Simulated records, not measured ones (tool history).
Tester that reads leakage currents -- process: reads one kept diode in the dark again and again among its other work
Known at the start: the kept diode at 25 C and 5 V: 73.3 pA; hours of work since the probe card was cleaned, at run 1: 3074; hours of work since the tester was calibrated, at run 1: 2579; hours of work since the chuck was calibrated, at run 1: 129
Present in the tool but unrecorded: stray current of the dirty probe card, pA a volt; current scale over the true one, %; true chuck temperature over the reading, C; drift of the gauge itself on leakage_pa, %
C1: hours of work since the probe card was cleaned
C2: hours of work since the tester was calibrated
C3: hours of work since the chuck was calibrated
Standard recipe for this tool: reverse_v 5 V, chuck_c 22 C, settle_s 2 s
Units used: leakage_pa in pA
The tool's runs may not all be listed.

run 1 day=0 | reverse_v=5 chuck_c=22 settle_s=2 | C1=3074 C2=2579 C3=129 | leakage_pa=67.75
run 2 day=2.683 | reverse_v=5 chuck_c=22 settle_s=2 | C1=3111 C2=2616 C3=165 | leakage_pa=68.33
run 3 day=6.879 | reverse_v=6.1 chuck_c=22 settle_s=2 | C1=3168 C2=2673 C3=223 | leakage_pa=78.3
run 4 day=12.138 | reverse_v=5 chuck_c=22 settle_s=3.3 | C1=3240 C2=2745 C3=295 | leakage_pa=69.06
run 5 day=16.142 | reverse_v=5 chuck_c=22 settle_s=3.3 | C1=3294 C2=2799 C3=349 | leakage_pa=69.51
run 6 day=20.508 | reverse_v=5 chuck_c=22 settle_s=3.3 | C1=3354 C2=2859 C3=409 | leakage_pa=70.14
-- day=22.371 probe card cleaned and baked
run 7 day=25.758 | reverse_v=2.82 chuck_c=22 settle_s=2 | C1=46 C2=2929 C3=479 | leakage_pa=40.64
run 8 day=28.608 | reverse_v=2.82 chuck_c=22 settle_s=2 | C1=85 C2=2968 C3=518 | leakage_pa=40.85
run 9 day=33.5 | reverse_v=2.82 chuck_c=22 settle_s=2 | C1=152 C2=3035 C3=585 | leakage_pa=41.3
run 10 day=37.204 | reverse_v=2.82 chuck_c=22 settle_s=2 | C1=203 C2=3085 C3=635 | leakage_pa=41.67
run 11 day=41.512 | reverse_v=2.82 chuck_c=22 settle_s=2 | C1=261 C2=3144 C3=694 | leakage_pa=42.01
run 12 day=45.608 | reverse_v=2.82 chuck_c=22 settle_s=2 | C1=317 C2=3200 C3=750 | leakage_pa=42.39
run 13 day=50.917 | reverse_v=2.82 chuck_c=22 settle_s=2 | C1=390 C2=3273 C3=823 | leakage_pa=42.48
run 14 day=54.246 | reverse_v=4.44 chuck_c=28 settle_s=2 | C1=435 C2=3318 C3=868 | leakage_pa=98.66
run 15 day=57.296 | reverse_v=4.44 chuck_c=39 settle_s=2 | C1=477 C2=3360 C3=910 | leakage_pa=262.73
run 16 day=62.592 | reverse_v=4.44 chuck_c=39 settle_s=2 | C1=549 C2=3432 C3=982 | leakage_pa=266.68
run 17 day=66.633 | reverse_v=4.44 chuck_c=39 settle_s=0.96 | C1=605 C2=3487 C3=1037 | leakage_pa=267.74
run 18 day=69.533 | reverse_v=4.32 chuck_c=39 settle_s=0.96 | C1=644 C2=3527 C3=1077 | leakage_pa=263.95
run 19 day=74.154 | reverse_v=4.32 chuck_c=39 settle_s=0.96 | C1=707 C2=3590 C3=1140 | leakage_pa=265.81
run 20 day=78.796 | reverse_v=6.29 chuck_c=37 settle_s=0.6 | C1=771 C2=3654 C3=1204 | leakage_pa=281.08
run 21 day=83.579 | reverse_v=3.18 chuck_c=22 settle_s=0.88 | C1=836 C2=3719 C3=1269 | leakage_pa=49.24
run 22 day=87.629 | reverse_v=3.18 chuck_c=22 settle_s=0.88 | C1=891 C2=3774 C3=1324 | leakage_pa=50.22
run 23 day=93.062 | reverse_v=1.19 chuck_c=28 settle_s=1.32 | C1=966 C2=3848 C3=1398 | leakage_pa=47.58

What differs in the tool's unlogged condition from the final listed run ahead of each entry between runs to the first listed run following it?
Runs 6 to 7: probe card cleaned and baked (day 22.371)
  stray current of the dirty probe card, pA a volt: 2.803 -> 0.06; current scale over the true one, %: -1.54 -> -1.58; true chuck temperature over the reading, C: 0.39 -> 0.47
  measured value less the no-hidden-state value, leakage_pa: +14.93 -> +1.28 pA
